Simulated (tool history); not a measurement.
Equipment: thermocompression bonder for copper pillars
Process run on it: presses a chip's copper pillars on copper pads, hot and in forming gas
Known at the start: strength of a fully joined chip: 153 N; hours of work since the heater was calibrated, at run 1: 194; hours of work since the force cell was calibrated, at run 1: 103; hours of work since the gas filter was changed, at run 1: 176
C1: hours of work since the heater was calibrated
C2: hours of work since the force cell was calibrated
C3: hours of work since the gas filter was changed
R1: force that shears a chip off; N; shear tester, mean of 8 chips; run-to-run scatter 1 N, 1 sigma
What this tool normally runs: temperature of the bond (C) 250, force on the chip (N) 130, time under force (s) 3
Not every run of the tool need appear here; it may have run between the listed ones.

Run 1, hour 0: usual settings; C1 194; C2 103; C3 176. Result: R1 83 N.
Run 2, hour 26.1: usual settings; C1 205; C2 113; C3 187. Result: R1 84.4 N.
Run 3, hour 52.2: usual settings; C1 215; C2 124; C3 197. Result: R1 84.3 N.
Run 4, hour 74.3: usual settings but temperature of the bond (C) 241; C1 224; C2 133; C3 206. Result: R1 75.8 N.
Run 5, hour 99.7: usual settings but time under force (s) 4; C1 234; C2 143; C3 216. Result: R1 92.2 N.
Run 6, hour 132.2: usual settings but time under force (s) 4; C1 248; C2 156; C3 230. Result: R1 90.5 N.
Run 7, hour 153.5: usual settings but time under force (s) 4; C1 256; C2 165; C3 238. Result: R1 89.4 N.
Run 8, hour 188.2: usual settings but time under force (s) 4; C1 270; C2 179; C3 252. Result: R1 91.9 N.
Run 9, hour 206.6: usual settings but time under force (s) 2; C1 278; C2 186; C3 260. Result: R1 72.1 N.
Run 10, hour 231: usual settings but time under force (s) 2; C1 287; C2 196; C3 269. Result: R1 71.5 N.
Run 11, hour 250.2: usual settings but time under force (s) 2; C1 295; C2 204; C3 277. Result: R1 71.3 N.
At hour 271.2: forming gas filter changed.
Run 12, hour 282.1: usual settings but time under force (s) 2; C1 308; C2 217; C3 4. Result: R1 75.9 N.
Run 13, hour 313.4: usual settings; C1 321; C2 229; C3 17. Result: R1 87.2 N.
Run 14, hour 334.8: usual settings; C1 329; C2 238; C3 26. Result: R1 87.6 N.
Run 15, hour 356: usual settings; C1 338; C2 246; C3 34. Result: R1 87.2 N.
Run 16, hour 382.9: usual settings; C1 349; C2 257; C3 45. Result: R1 85.7 N.
Run 17, hour 402.7: usual settings; C1 357; C2 265; C3 53. Result: R1 86.9 N.
Run 18, hour 418.7: usual settings; C1 363; C2 272; C3 60. Result: R1 85.9 N.
Run 19, hour 453.6: usual settings but force on the chip (N) 117; C1 377; C2 286; C3 74. Result: R1 79 N.
Run 20, hour 476.8: usual settings but time under force (s) 9; C1 387; C2 295; C3 83. Result: R1 114.7 N.
Run 21, hour 511.7: usual settings but time under force (s) 9; C1 401; C2 309; C3 97. Result: R1 115.7 N.
Run 22, hour 537.4: usual settings but temperature of the bond (C) 225, force on the chip (N) 89, time under force (s) 2; C1 411; C2 320; C3 107. Result: R1 31.8 N.
Run 23, hour 572.4: usual settings but temperature of the bond (C) 225, force on the chip (N) 89, time under force (s) 2; C1 425; C2 334; C3 122. Result: R1 30.2 N.
Run 24, hour 594.8: usual settings but temperature of the bond (C) 225, force on the chip (N) 89, time under force (s) 2; C1 434; C2 343; C3 131. Result: R1 30.9 N.
Run 25, hour 617.1: usual settings but temperature of the bond (C) 225, force on the chip (N) 89, time under force (s) 2; C1 443; C2 352; C3 140. Result: R1 31.8 N.
Run 26, hour 633.3: usual settings but temperature of the bond (C) 225, force on the chip (N) 89, time under force (s) 2; C1 450; C2 358; C3 146. Result: R1 31.1 N.
Run 27, hour 665.2: usual settings but temperature of the bond (C) 278, force on the chip (N) 87, time under force (s) 6; C1 463; C2 371; C3 159. Result: R1 104.3 N.
Run 28, hour 695.6: usual settings but temperature of the bond (C) 278, force on the chip (N) 87, time under force (s) 6; C1 475; C2 383; C3 171. Result: R1 103.7 N.
Run 29, hour 730.6: usual settings but force on the chip (N) 79, time under force (s) 6; C1 489; C2 398; C3 185. Result: R1 68.3 N.
Run 30, hour 751.7: usual settings but temperature of the bond (C) 259, time under force (s) 4; C1 497; C2 406; C3 194. Result: R1 101.4 N.
Run 31, hour 777.7: usual settings but temperature of the bond (C) 238, force on the chip (N) 81, time under force (s) 4; C1 508; C2 417; C3 204. Result: R1 46.9 N.
Run 32, hour 794: usual settings; C1 515; C2 423; C3 211. Result: R1 82.9 N.
Run 33, hour 811.2: usual settings but temperature of the bond (C) 277, force on the chip (N) 123, time under force (s) 4; C1 521; C2 430; C3 218. Result: R1 113 N.

Describe how what the log doesn't record of the tool's condition differs between the last listed run preceding each entry between runs and the first listed run following it.
After run 11, before run 12: forming gas filter changed (hour 271.2)
  true temperature of the bond over the reading, C: -3.5 -> -3.6; force that reaches the chip, % of what is set: 101.8 -> 101.9; oxide that the forming gas leaves, % of the face: 5.98 -> 0.73
  measured less the result without the state, R1: -6.8 -> -2.9 N
